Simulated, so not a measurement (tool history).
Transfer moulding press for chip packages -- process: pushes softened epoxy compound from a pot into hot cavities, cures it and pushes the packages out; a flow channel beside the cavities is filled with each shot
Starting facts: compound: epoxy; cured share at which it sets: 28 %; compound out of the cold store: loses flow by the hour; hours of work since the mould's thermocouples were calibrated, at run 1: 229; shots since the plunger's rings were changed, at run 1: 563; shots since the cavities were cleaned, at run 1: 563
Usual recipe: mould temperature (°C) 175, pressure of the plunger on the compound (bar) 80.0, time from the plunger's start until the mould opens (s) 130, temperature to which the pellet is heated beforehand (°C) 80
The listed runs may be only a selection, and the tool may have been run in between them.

| run | hour | mould temperature (°C) | pressure of the plunger on the compound (bar) | time from the plunger's start until the mould opens (s) | temperature to which the pellet is heated beforehand (°C) | hours of work since the mould's thermocouples were calibrated | shots since the plunger's rings were changed | shots since the cavities were cleaned | incoming compound's hours out of the cold store | length that the compound runs in the flow channel (mm) | greatest force on the pins that push the packages out (N) |
|---|---|---|---|---|---|---|---|---|---|---|---|
| 1 | 0.0 | 175 | 80.0 | 130 | 80 | 229 | 563 | 563 | 47.8 | 726 | 341 |
| 2 | 20.5 | 175 | 69.7 | 130 | 80 | 244 | 781 | 781 | 36.3 | 721 | 360 |
|  | 39.1 | cavities cleaned with cleaning compound and waxed |
| 3 | 55.8 | 175 | 80.0 | 124 | 80 | 268 | 1142 | 178 | 44.9 | 736 | 374 |
| 4 | 99.6 | 175 | 80.0 | 124 | 80 | 300 | 1607 | 643 | 36.1 | 784 | 373 |
|  | 128.2 | cavities cleaned with cleaning compound and waxed |
| 5 | 146.7 | 175 | 80.0 | 124 | 83 | 333 | 2093 | 197 | 46.0 | 725 | 352 |
| 6 | 189.7 | 175 | 80.0 | 124 | 83 | 365 | 2551 | 655 | 24.8 | 838 | 370 |
|  | 206.4 | plunger's sealing rings changed |
|  | 215.7 | mould's thermocouples calibrated |
|  | 222.4 | cavities cleaned with cleaning compound and waxed |
| 7 | 223.4 | 175 | 80.0 | 133 | 80 | 5 | 145 | 11 | 31.6 | 799 | 339 |
| 8 | 264.7 | 175 | 80.0 | 133 | 80 | 35 | 584 | 450 | 24.6 | 837 | 354 |
| 9 | 287.9 | 177 | 76.0 | 139 | 84 | 52 | 831 | 697 | 31.0 | 782 | 323 |
|  | 311.7 | cavities cleaned with cleaning compound and waxed |
| 10 | 337.9 | 177 | 76.0 | 130 | 85 | 87 | 1348 | 280 | 33.1 | 773 | 347 |
| 11 | 359.4 | 177 | 76.0 | 130 | 85 | 103 | 1576 | 508 | 19.0 | 841 | 342 |
|  | 402.1 | cavities cleaned with cleaning compound and waxed |
| 12 | 404.9 | 182 | 88.0 | 120 | 73 | 135 | 2045 | 30 | 29.2 | 844 | 337 |

Take each entry between the runs: how does the hidden state at the last listed run before it differ from the hidden state at the first listed run after it?
Between runs 2 and 3: cavities cleaned with cleaning compound and waxed (hour 39.1)
  grip of the stained cavities, % over clean ones': 1.1 -> 0.5
Between runs 4 and 5: cavities cleaned with cleaning compound and waxed (hour 128.2)
  pressure that reaches the compound, % of what is set: 99.97 -> 99.96; grip of the stained cavities, % over clean ones': 1.1 -> 0.5
Between runs 6 and 7: plunger's sealing rings changed (hour 206.4); mould's thermocouples calibrated (hour 215.7); cavities cleaned with cleaning compound and waxed (hour 222.4)
  pressure that reaches the compound, % of what is set: 99.95 -> 100; grip of the stained cavities, % over clean ones': 1.1 -> 0.1
Between runs 9 and 10: cavities cleaned with cleaning compound and waxed (hour 311.7)
  pressure that reaches the compound, % of what is set: 99.98 -> 99.97; grip of the stained cavities, % over clean ones': 1.1 -> 0.7
Between runs 11 and 12: cavities cleaned with cleaning compound and waxed (hour 402.1)
  pressure that reaches the compound, % of what is set: 99.97 -> 99.96; grip of the stained cavities, % over clean ones': 1 -> 0.1
